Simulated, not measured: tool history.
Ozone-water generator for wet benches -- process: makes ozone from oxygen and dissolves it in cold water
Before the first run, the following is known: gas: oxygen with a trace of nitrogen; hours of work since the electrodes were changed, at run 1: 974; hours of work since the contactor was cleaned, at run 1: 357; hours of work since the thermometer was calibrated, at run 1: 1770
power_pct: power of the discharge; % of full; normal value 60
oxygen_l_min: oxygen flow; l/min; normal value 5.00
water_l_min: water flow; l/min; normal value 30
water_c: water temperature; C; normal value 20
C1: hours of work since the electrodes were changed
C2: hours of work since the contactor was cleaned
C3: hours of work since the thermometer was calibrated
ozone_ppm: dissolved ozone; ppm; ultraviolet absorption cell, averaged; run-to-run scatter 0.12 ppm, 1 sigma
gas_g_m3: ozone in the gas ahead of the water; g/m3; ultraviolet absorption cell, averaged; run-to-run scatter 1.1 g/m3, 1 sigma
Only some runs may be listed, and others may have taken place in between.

Run 1, day 0.000: usual settings; C1 974; C2 357; C3 1770. Result: ozone_ppm 12.4 ppm, gas_g_m3 193.3 g/m3.
Run 2, day 4.171: usual settings but oxygen_l_min 8.22 l/min; C1 1037; C2 420; C3 1833. Result: ozone_ppm 13.0 ppm, gas_g_m3 146.7 g/m3.
Run 3, day 9.371: usual settings but oxygen_l_min 8.22 l/min; C1 1116; C2 498; C3 1912. Result: ozone_ppm 12.8 ppm, gas_g_m3 147.0 g/m3.
Run 4, day 14.604: usual settings; C1 1195; C2 577; C3 1991. Result: ozone_ppm 12.3 ppm, gas_g_m3 192.4 g/m3.
Run 5, day 19.471: usual settings; C1 1268; C2 651; C3 2064. Result: ozone_ppm 12.5 ppm, gas_g_m3 192.6 g/m3.
Run 6, day 23.254: usual settings; C1 1325; C2 708; C3 2121. Result: ozone_ppm 12.4 ppm, gas_g_m3 191.6 g/m3.
Run 7, day 27.771: usual settings; C1 1393; C2 776; C3 2189. Result: ozone_ppm 12.5 ppm, gas_g_m3 193.2 g/m3.
Run 8, day 32.908: usual settings; C1 1471; C2 853; C3 2267. Result: ozone_ppm 12.4 ppm, gas_g_m3 194.6 g/m3.
Run 9, day 38.079: usual settings; C1 1549; C2 931; C3 2345. Result: ozone_ppm 12.2 ppm, gas_g_m3 195.4 g/m3.
Run 10, day 40.846: usual settings but power_pct 81 % of full, oxygen_l_min 4.31 l/min, water_c 16 C; C1 1591; C2 973; C3 2386. Result: ozone_ppm 15.8 ppm, gas_g_m3 263.3 g/m3.
Run 11, day 46.658: usual settings but power_pct 81 % of full, oxygen_l_min 4.31 l/min, water_c 16 C; C1 1678; C2 1061; C3 2474. Result: ozone_ppm 15.9 ppm, gas_g_m3 262.2 g/m3.
Run 12, day 50.658: usual settings but power_pct 61 % of full, oxygen_l_min 4.31 l/min, water_l_min 36 l/min, water_c 16 C; C1 1739; C2 1121; C3 2535. Result: ozone_ppm 10.4 ppm, gas_g_m3 213.2 g/m3.
Run 13, day 55.021: usual settings but power_pct 65 % of full, oxygen_l_min 4.31 l/min, water_l_min 36 l/min, water_c 27 C; C1 1804; C2 1187; C3 2600. Result: ozone_ppm 10.0 ppm, gas_g_m3 222.3 g/m3.
Run 14, day 59.583: usual settings but water_l_min 25 l/min, water_c 26 C; C1 1873; C2 1256; C3 2669. Result: ozone_ppm 13.4 ppm, gas_g_m3 196.3 g/m3.
Run 15, day 62.325: usual settings but power_pct 59 % of full; C1 1914; C2 1297; C3 2710. Result: ozone_ppm 12.1 ppm, gas_g_m3 192.1 g/m3.
Run 16, day 67.088: usual settings but power_pct 59 % of full; C1 1986; C2 1369; C3 2782. Result: ozone_ppm 12.2 ppm, gas_g_m3 192.3 g/m3.
Run 17, day 72.500: usual settings but power_pct 53 % of full, water_l_min 44 l/min; C1 2068; C2 1450; C3 2864. Result: ozone_ppm 7.7 ppm, gas_g_m3 179.2 g/m3.

Branching from run 17: 3 alternative next runs. What would each branch give?
Run A, day 75.971: usual settings but power_pct 78 % of full; C1 2120; C2 1503; C3 2916. Result: ozone_ppm ?, gas_g_m3 ?.
Run B, day 75.971: usual settings but power_pct 53 % of full, water_l_min 31 l/min, water_c 15 C; C1 2120; C2 1503; C3 2916. Result: ozone_ppm ?, gas_g_m3 ?.
Run C, day 75.971: usual settings but power_pct 53 % of full, oxygen_l_min 4.21 l/min, water_l_min 23 l/min, water_c 15 C; C1 2120; C2 1503; C3 2916. Result: ozone_ppm ?, gas_g_m3 ?.

run  ozone_ppm  gas_g_m3
  A       15.3     237.7
  B       11.4     179.1
  C       15.0     196.8
What these runs would have given with no unlogged condition in the tool:
run  ozone_ppm  gas_g_m3
  A       15.3     233.0
  B       11.4     175.6
  C       15.0     192.9
